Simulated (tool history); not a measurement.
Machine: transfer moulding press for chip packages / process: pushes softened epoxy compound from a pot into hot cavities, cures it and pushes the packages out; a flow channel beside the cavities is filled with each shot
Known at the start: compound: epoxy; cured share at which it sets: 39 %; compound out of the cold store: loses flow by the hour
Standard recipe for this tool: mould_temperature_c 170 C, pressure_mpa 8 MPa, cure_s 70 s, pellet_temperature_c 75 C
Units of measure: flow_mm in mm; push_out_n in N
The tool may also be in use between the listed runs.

run   hour  mould_temperature_c  pressure_mpa  cure_s  pellet_temperature_c  incoming compound's hours out of the cold store  flow_mm  push_out_n
  1      0                  170             8      70                    75                                             29.2      663         798
  2     23                  170             8      70                    75                                             31.3      657         974
      42.9  -- cavities cleaned with cleaning compound and waxed
  3   55.9                  170             8      57                    75                                             35.4      646        1587
  4   79.6                  170             8      57                    75                                             43.7      622        1793
      92.9  -- cavities cleaned with cleaning compound and waxed
  5  116.4                  170           7.8      70                    75                                             42.2      616         874
     142.6  -- cavities cleaned with cleaning compound and waxed
  6  154.6                  170           7.8      70                    75                                               21      661         852
     191.7  -- cavities cleaned with cleaning compound and waxed
  7  191.9                  170             8      70                    85                                             42.9      615         649
  8  236.5                  170             8      70                    85                                             30.5      638        1027
     241.6  -- cavities cleaned with cleaning compound and waxed
  9  277.4                  170          8.99      70                    75                                             38.9      659        1007
     290.1  -- cavities cleaned with cleaning compound and waxed
     309.9  -- plunger's sealing rings changed
 10  314.3                  170          8.99      70                    75                                              9.6      760         986
 11  337.6                  170          8.99      70                    75                                              9.4      752        1158
     342.3  -- cavities cleaned with cleaning compound and waxed
     390.5  -- cavities cleaned with cleaning compound and waxed
 12  390.5                  170          8.99      70                    75                                             40.3      675         680
 13  427.6                  170          8.99      70                    75                                             36.1      681         986
     437.8  -- cavities cleaned with cleaning compound and waxed
 14  450.1                  170          8.99      75                    75                                             34.6      684         674
     487.3  -- cavities cleaned with cleaning compound and waxed
 15  502.6                  170             8      54                    75                                             33.6      645        1721
     535.3  -- cavities cleaned with cleaning compound and waxed
 16  537.8                  167             7      70                    75                                             20.4      639         989
 17  564.1                  177          6.04      57                    84                                             44.9      520         973
     583.6  -- cavities cleaned with cleaning compound and waxed
 18  605.4                  177          6.04      57                    84                                             46.7      512         877
     631.3  -- cavities cleaned with cleaning compound and waxed
 19  654.2                  174          7.89      57                    84                                             32.7      617        1207
 20  674.8                  174          7.89      57                    84                                             47.5      587        1303
     680.6  -- cavities cleaned with cleaning compound and waxed
 21  708.3                  170          6.05      75                    75                                             39.2      536         747
     719.2  -- plunger's sealing rings changed
     733.3  -- cavities cleaned with cleaning compound and waxed
 22  742.4                  175          6.49      69                    68                                             39.5      568         584
     780.6  -- cavities cleaned with cleaning compound and waxed
 23    784                  175          6.49      69                    78                                             31.2      582         546
 24  810.2                  175          6.49      69                    78                                             46.9      549         676
     829.6  -- cavities cleaned with cleaning compound and waxed
 25  840.9                  170          8.39      70                    76                                             45.2      641         796

Predict each of these 3 candidate next runs independently; none follows another, all start after run 25:
  A  871.7                  172          8.39      70                    76                                             23.4        ?           ?
  B  871.7                  170          8.22      55                    84                                             37.9        ?           ?
  C  871.7                  170          8.39     107                    76                                             42.9        ?           ?

run  flow_mm  push_out_n
  A      681         888
  B      646        1964
  C      640         608
Without the tool's hidden state the same runs would have given:
run  flow_mm  push_out_n
  A      697         638
  B      661        1388
  C      654         410
